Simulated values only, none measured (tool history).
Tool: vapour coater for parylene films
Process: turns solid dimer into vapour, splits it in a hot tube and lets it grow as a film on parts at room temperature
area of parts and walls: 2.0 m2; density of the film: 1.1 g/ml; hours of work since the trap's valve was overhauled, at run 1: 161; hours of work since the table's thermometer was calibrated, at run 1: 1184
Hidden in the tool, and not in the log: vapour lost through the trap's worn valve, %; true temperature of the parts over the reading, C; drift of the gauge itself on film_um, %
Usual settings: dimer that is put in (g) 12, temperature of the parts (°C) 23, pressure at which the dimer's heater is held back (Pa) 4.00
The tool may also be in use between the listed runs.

run    hour  dimer that is put in (g)  temperature of the parts (°C)  pressure at which the dimer's heater is held back (Pa)  hours of work since the trap's valve was overhauled  hours of work since the table's thermometer was calibrated  thickness of the film (um)
  1     0.0                        12                             23                                                    4.00                                                  161                                                        1184                        3.32
  2    44.6                        12                             23                                                    2.86                                                  188                                                        1210                        3.67
  3    76.4                        12                             23                                                    2.86                                                  207                                                        1229                        3.62
  4   111.6                        21                             23                                                    4.00                                                  228                                                        1250                        5.95
  5   151.8                        21                             23                                                    4.00                                                  252                                                        1274                        5.91
  6   185.2                        12                             23                                                    4.00                                                  271                                                        1294                        3.34
  7   230.0                        12                             23                                                    5.95                                                  298                                                        1320                        3.03
  8   279.2                        12                             23                                                    4.00                                                  327                                                        1349                        3.36
  9   319.5                        12                             23                                                    4.00                                                  351                                                        1373                        3.32
 10   357.7                        12                             23                                                    4.00                                                  374                                                        1396                        3.37
 11   394.4                        12                             25                                                    4.00                                                  396                                                        1418                        3.19
 12   422.5                        12                             25                                                    4.00                                                  412                                                        1435                        3.20
 13   458.2                        12                             25                                                    8.54                                                  434                                                        1456                        2.71
 14   481.7                        12                             23                                                    2.63                                                  447                                                        1470                        3.61
 15   526.0                         5                             23                                                    4.00                                                  474                                                        1496                        1.36
 16   556.2                        12                             19                                                    4.00                                                  492                                                        1514                        3.52
 17   586.0                        12                             23                                                    4.00                                                  509                                                        1532                        3.30
 18   611.9                        12                             23                                                    4.00                                                  525                                                        1547                        3.28
 19   658.6                        12                             18                                                    4.00                                                  553                                                        1575                        3.54
 20   696.3                        12                             18                                                    4.00                                                  575                                                        1597                        3.57
 21   740.5                        12                             18                                                    4.00                                                  601                                                        1623                        3.56
      772.0  -- trap's valve overhauled
 22   786.3                        12                             23                                                    4.00                                                    9                                                        1648                        3.44
 23   840.7                        12                             23                                                    4.00                                                   41                                                        1680                        3.44
 24   867.4                        12                             23                                                    4.00                                                   57                                                        1696                        3.44
 25   923.7                        12                             23                                                    4.00                                                   90                                                        1730                        3.39
 26   947.5                        20                             17                                                    4.15                                                  104                                                        1744                        6.25
 27   976.2                        20                             17                                                    4.15                                                  121                                                        1761                        6.25
      980.6  -- table's thermometer calibrated
 28  1031.2                        11                             31                                                    6.90                                                  153                                                          30                        2.42
 29  1086.8                        11                             31                                                    6.90                                                  186                                                          63                        2.42
 30  1130.4                        12                             23                                                    2.92                                                  212                                                          89                        3.61
 31  1168.1                        12                             34                                                    4.00                                                  235                                                         111                        2.83
 32  1192.4                        12                             23                                                    4.36                                                  249                                                         126                        3.30
     1214.0  -- table's thermometer calibrated, once more
 33  1234.0                        12                             23                                                    4.36                                                  273                                                          12                        3.23
 34  1260.4                        12                             23                                                    4.36                                                  289                                                          28                        3.26
 35  1285.7                        12                             24                                                    4.00                                                  304                                                          43                        3.25
 36  1336.5                        12                             24                                                    4.00                                                  334                                                          73                        3.25
 37  1372.6                        12                             24                                                    4.00                                                  355                                                          94                        3.23
 38  1418.7                        10                             27                                                    4.00                                                  383                                                         122                        2.55
 39  1448.9                        12                             30                                                    4.00                                                  401                                                         139                        2.90
 40  1472.0                        11                             22                                                    6.65                                                  414                                                         153                        2.73
 41  1502.7                        18                             30                                                    6.65                                                  433                                                         171                        3.86
 42  1536.0                        18                             30                                                    6.65                                                  452                                                         191                        3.87
 43  1570.2                         9                             19                                                   11.70                                                  473                                                         211                        2.05
 44  1611.0                         6                             19                                                    6.51                                                  497                                                         236                        1.57
 45  1635.0                        16                             30                                                    3.34                                                  511                                                         250                        3.99
 46  1661.3                        16                             31                                                   11.20                                                  527                                                         266                        3.02

Forecast each of these 4 alternatives for the next run:
  A  1717.0                         9                             26                                                    4.68                                                  560                                                         299                           ?
  B  1717.0                         9                             31                                                    5.41                                                  560                                                         299                           ?
  C  1717.0                        11                             25                                                    5.76                                                  560                                                         299                           ?
  D  1717.0                         7                             33                                                    4.00                                                  560                                                         299                           ?

run  thickness of the film (um)
  A                        2.26
  B                        2.03
  C                        2.67
  D                        1.61
Without the tool's hidden state the same runs would have given:
run  thickness of the film (um)
  A                        2.36
  B                        2.12
  C                        2.79
  D                        1.68

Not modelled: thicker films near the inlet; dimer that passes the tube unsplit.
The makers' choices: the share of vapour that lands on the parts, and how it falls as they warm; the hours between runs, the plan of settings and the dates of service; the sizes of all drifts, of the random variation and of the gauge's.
